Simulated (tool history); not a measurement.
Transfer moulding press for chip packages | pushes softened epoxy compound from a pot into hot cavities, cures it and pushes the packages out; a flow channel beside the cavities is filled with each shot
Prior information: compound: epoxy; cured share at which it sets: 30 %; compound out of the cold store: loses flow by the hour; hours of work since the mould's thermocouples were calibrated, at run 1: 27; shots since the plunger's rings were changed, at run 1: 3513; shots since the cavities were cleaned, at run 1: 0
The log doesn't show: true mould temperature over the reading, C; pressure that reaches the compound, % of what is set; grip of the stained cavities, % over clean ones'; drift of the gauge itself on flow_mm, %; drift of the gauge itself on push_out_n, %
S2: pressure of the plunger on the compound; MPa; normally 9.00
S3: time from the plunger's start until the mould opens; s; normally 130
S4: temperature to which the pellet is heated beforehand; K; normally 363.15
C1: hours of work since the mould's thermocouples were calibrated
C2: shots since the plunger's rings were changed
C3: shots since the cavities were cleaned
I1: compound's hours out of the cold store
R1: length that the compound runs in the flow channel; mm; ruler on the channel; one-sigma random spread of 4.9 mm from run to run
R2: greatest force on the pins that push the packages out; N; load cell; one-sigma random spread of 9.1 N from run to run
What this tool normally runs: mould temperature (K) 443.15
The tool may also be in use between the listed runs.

run 1 hour=0.0 | mould_temperature_(K)=443.15 S2=9.00 S3=130 S4=363.15 | C1=27 C2=3513 C3=0 | I1=19.4 | R1=723 R2=429
run 2 hour=7.2 | mould_temperature_(K)=443.15 S2=9.39 S3=130 S4=363.15 | C1=32 C2=3583 C3=70 | I1=19.1 | R1=733 R2=462
run 3 hour=17.7 | mould_temperature_(K)=443.15 S2=9.39 S3=130 S4=363.15 | C1=38 C2=3685 C3=172 | I1=22.4 | R1=734 R2=488
run 4 hour=26.9 | mould_temperature_(K)=443.15 S2=9.39 S3=130 S4=363.15 | C1=44 C2=3773 C3=260 | I1=36.3 | R1=674 R2=533
run 5 hour=37.6 | mould_temperature_(K)=443.15 S2=9.39 S3=130 S4=363.15 | C1=51 C2=3877 C3=364 | I1=40.2 | R1=665 R2=606
run 6 hour=43.6 | mould_temperature_(K)=443.15 S2=9.39 S3=130 S4=363.15 | C1=54 C2=3935 C3=422 | I1=26.8 | R1=716 R2=597
run 7 hour=50.7 | mould_temperature_(K)=443.15 S2=9.39 S3=130 S4=363.15 | C1=59 C2=4003 C3=490 | I1=20.7 | R1=725 R2=666
run 8 hour=55.8 | mould_temperature_(K)=443.15 S2=9.39 S3=130 S4=363.15 | C1=62 C2=4052 C3=539 | I1=22.9 | R1=721 R2=647
run 9 hour=65.6 | mould_temperature_(K)=443.15 S2=9.39 S3=130 S4=363.15 | C1=68 C2=4147 C3=634 | I1=38.0 | R1=669 R2=676
run 10 hour=76.2 | mould_temperature_(K)=443.15 S2=8.13 S3=130 S4=363.15 | C1=74 C2=4249 C3=736 | I1=46.3 | R1=603 R2=689
run 11 hour=84.5 | mould_temperature_(K)=443.15 S2=8.13 S3=130 S4=363.15 | C1=79 C2=4330 C3=817 | I1=47.5 | R1=598 R2=728
run 12 hour=91.3 | mould_temperature_(K)=443.15 S2=8.13 S3=130 S4=363.15 | C1=83 C2=4396 C3=883 | I1=42.4 | R1=603 R2=729
run 13 hour=100.2 | mould_temperature_(K)=443.15 S2=8.13 S3=130 S4=363.15 | C1=89 C2=4482 C3=969 | I1=33.1 | R1=645 R2=773
-- hour=102.9 cavities cleaned with cleaning compound and waxed
run 14 hour=110.2 | mould_temperature_(K)=443.15 S2=9.00 S3=130 S4=363.15 | C1=94 C2=4564 C3=71 | I1=15.9 | R1=738 R2=469
run 15 hour=115.8 | mould_temperature_(K)=445.15 S2=9.00 S3=130 S4=371.15 | C1=98 C2=4617 C3=124 | I1=37.5 | R1=653 R2=453
run 16 hour=123.7 | mould_temperature_(K)=449.15 S2=9.78 S3=159 S4=364.15 | C1=102 C2=4694 C3=201 | I1=32.8 | R1=673 R2=440
run 17 hour=132.9 | mould_temperature_(K)=438.15 S2=9.15 S3=159 S4=354.15 | C1=108 C2=4783 C3=290 | I1=34.4 | R1=677 R2=551
run 18 hour=143.1 | mould_temperature_(K)=443.15 S2=9.00 S3=138 S4=371.15 | C1=114 C2=4881 C3=388 | I1=40.2 | R1=636 R2=567
-- hour=146.1 mould's thermocouples calibrated
run 19 hour=154.7 | mould_temperature_(K)=443.15 S2=9.00 S3=138 S4=371.15 | C1=5 C2=4974 C3=481 | I1=47.2 | R1=616 R2=615
run 20 hour=165.1 | mould_temperature_(K)=448.15 S2=6.98 S3=130 S4=363.15 | C1=12 C2=5075 C3=582 | I1=14.3 | R1=626 R2=605
run 21 hour=171.9 | mould_temperature_(K)=448.15 S2=6.98 S3=130 S4=363.15 | C1=16 C2=5140 C3=647 | I1=27.7 | R1=591 R2=621
-- hour=175.8 mould's thermocouples calibrated, once more
run 22 hour=183.6 | mould_temperature_(K)=436.15 S2=7.85 S3=116 S4=362.15 | C1=5 C2=5234 C3=741 | I1=21.1 | R1=671 R2=1315
run 23 hour=192.4 | mould_temperature_(K)=435.15 S2=9.75 S3=130 S4=363.15 | C1=10 C2=5319 C3=826 | I1=15.9 | R1=780 R2=1255
run 24 hour=199.1 | mould_temperature_(K)=451.15 S2=10.33 S3=130 S4=363.15 | C1=14 C2=5384 C3=891 | I1=34.3 | R1=683 R2=661
run 25 hour=206.3 | mould_temperature_(K)=443.15 S2=8.39 S3=126 S4=365.15 | C1=19 C2=5453 C3=960 | I1=28.4 | R1=658 R2=781
-- hour=209.4 cavities cleaned with cleaning compound and waxed
run 26 hour=217.9 | mould_temperature_(K)=435.15 S2=8.44 S3=158 S4=369.15 | C1=25 C2=5551 C3=82 | I1=41.5 | R1=631 R2=513
run 27 hour=222.6 | mould_temperature_(K)=443.15 S2=10.02 S3=130 S4=371.15 | C1=28 C2=5596 C3=127 | I1=9.0 | R1=784 R2=492
-- hour=230.4 plunger's sealing rings changed
run 28 hour=234.5 | mould_temperature_(K)=443.15 S2=10.02 S3=130 S4=371.15 | C1=34 C2=39 C3=218 | I1=44.3 | R1=701 R2=509

Here are 3 independent what-if runs from the current tool condition. What would each one return?
run A hour=240.7 | mould_temperature_(K)=443.15 S2=7.95 S3=120 S4=363.15 | C1=37 C2=99 C3=278 | I1=44.0 | R1=? R2=?
run B hour=240.7 | mould_temperature_(K)=435.15 S2=9.00 S3=117 S4=363.15 | C1=37 C2=99 C3=278 | I1=27.0 | R1=? R2=?
run C hour=240.7 | mould_temperature_(K)=443.15 S2=9.00 S3=144 S4=363.15 | C1=37 C2=99 C3=278 | I1=20.1 | R1=? R2=?

run=A R1=624 R2=583
run=B R1=745 R2=1127
run=C R1=753 R2=511
Take away the tool's hidden state, keep each run's random variation, and the runs would have read:
run=A R1=625 R2=423
run=B R1=747 R2=820
run=C R1=755 R2=371

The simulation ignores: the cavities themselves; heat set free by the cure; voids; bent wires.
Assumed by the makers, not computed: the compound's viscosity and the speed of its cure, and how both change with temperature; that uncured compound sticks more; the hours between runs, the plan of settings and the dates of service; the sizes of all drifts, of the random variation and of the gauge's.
